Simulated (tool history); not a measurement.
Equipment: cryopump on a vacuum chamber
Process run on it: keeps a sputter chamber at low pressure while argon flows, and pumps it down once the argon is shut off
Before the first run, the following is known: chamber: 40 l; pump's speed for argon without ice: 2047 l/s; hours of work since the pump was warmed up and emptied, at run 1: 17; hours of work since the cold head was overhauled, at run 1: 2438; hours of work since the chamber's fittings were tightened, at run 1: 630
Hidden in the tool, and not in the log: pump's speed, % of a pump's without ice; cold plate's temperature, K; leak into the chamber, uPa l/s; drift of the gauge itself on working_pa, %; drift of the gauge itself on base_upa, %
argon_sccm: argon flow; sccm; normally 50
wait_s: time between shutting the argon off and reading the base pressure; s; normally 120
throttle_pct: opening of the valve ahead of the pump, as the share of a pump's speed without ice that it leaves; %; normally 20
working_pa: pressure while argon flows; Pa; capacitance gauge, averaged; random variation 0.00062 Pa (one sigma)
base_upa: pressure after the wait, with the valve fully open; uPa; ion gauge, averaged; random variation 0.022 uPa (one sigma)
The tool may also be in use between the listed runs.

run    hour  argon_sccm  wait_s  throttle_pct  hours of work since the pump was warmed up and emptied  hours of work since the cold head was overhauled  hours of work since the chamber's fittings were tightened  working_pa  base_upa
  1     0.0          50     120            20                                                      17                                              2438                                                        630      0.2079      0.97
  2    59.0          50     120            20                                                      55                                              2476                                                        669      0.2082      1.05
  3   134.2          50     120            20                                                     104                                              2525                                                        717      0.2084      1.09
  4   189.5          50     120            20                                                     140                                              2561                                                        753      0.2111      1.07
  5   313.3          50     120            20                                                     220                                              2641                                                        834      0.2104      1.20
  6   388.5          50     120            20                                                     269                                              2690                                                        882      0.2122      1.28
  7   440.9          50     120            20                                                     303                                              2724                                                        916      0.2132      1.33
  8   493.8          50     120            20                                                     337                                              2758                                                        951      0.2136      1.32
  9   566.8          50     120            20                                                     385                                              2805                                                        998      0.2153      1.39
      639.9  -- pump warmed up, emptied and cooled again
 10   650.9          49     120            20                                                       7                                              2857                                                       1049      0.2043      1.29
 11   748.3          50     120            39                                                      70                                              2920                                                       1112      0.1089      1.34
 12   867.6          50     120            39                                                     148                                              2997                                                       1190      0.1103      1.43
 13   971.9          50     120            20                                                     215                                              3065                                                       1258      0.2113      1.48
 14  1027.8          38      36            53                                                     252                                              3101                                                       1294      0.0638      2.65
 15  1125.8          38     269            53                                                     315                                              3165                                                       1357      0.0646      1.31
 16  1200.6          86      51            53                                                     364                                              3213                                                       1406      0.1481      2.30
     1304.3  -- pump warmed up, emptied and cooled again
 17  1307.6          25      26            29                                                       2                                              3280                                                       1472      0.0724      3.18
 18  1423.5          25      26            29                                                      77                                              3355                                                       1547      0.0720      3.24
 19  1548.2          25     106            31                                                     158                                              3436                                                       1628      0.0695      1.87
 20  1649.2          25     106            31                                                     224                                              3501                                                       1694      0.0690      1.91
 21  1716.1          29      34            20                                                     267                                              3545                                                       1737      0.1242      3.10
 22  1834.7          21     128            33                                                     344                                              3621                                                       1814      0.0560      1.95

For run 23, what comes out?
 23  1937.2          90      63            28                                                     411                                              3688                                                       1881           ?         ?

Run 23 came out at working_pa 0.2819 Pa, base_upa 2.56 uPa.
Had the tool carried no hidden state, the very same run would have given working_pa 0.2642 Pa, base_upa 1.03 uPa.
